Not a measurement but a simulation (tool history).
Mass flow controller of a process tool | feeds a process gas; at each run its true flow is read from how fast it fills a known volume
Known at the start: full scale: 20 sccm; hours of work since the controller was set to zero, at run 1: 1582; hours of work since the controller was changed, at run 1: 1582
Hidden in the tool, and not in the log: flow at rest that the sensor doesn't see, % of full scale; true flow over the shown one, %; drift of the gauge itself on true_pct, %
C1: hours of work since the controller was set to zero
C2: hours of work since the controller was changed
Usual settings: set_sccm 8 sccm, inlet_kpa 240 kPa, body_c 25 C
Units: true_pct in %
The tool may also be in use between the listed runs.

Run 1, day 0.000: usual settings; C1 1582; C2 1582. Result: true_pct 98.80 %.
Run 2, day 7.921: usual settings; C1 1677; C2 1677. Result: true_pct 98.97 %.
Run 3, day 15.467: usual settings but body_c 26 C; C1 1767; C2 1767. Result: true_pct 99.16 %.
Run 4, day 21.712: usual settings; C1 1842; C2 1842. Result: true_pct 99.28 %.
Run 5, day 29.058: usual settings; C1 1930; C2 1930. Result: true_pct 99.42 %.
Run 6, day 37.375: usual settings; C1 2029; C2 2029. Result: true_pct 99.68 %.
Run 7, day 44.475: usual settings but inlet_kpa 211 kPa; C1 2114; C2 2114. Result: true_pct 100.05 %.
Run 8, day 51.492: usual settings but inlet_kpa 211 kPa; C1 2198; C2 2198. Result: true_pct 100.22 %.
Run 9, day 57.733: usual settings but inlet_kpa 211 kPa; C1 2273; C2 2273. Result: true_pct 100.30 %.

The next listed run, before its measurement:
Run 10, day 63.771: usual settings but inlet_kpa 148 kPa; C1 2345; C2 2345. Result: true_pct ?.

true_pct: 100.61 %
Without the tool's hidden state the same run would have given true_pct 99.13 %.
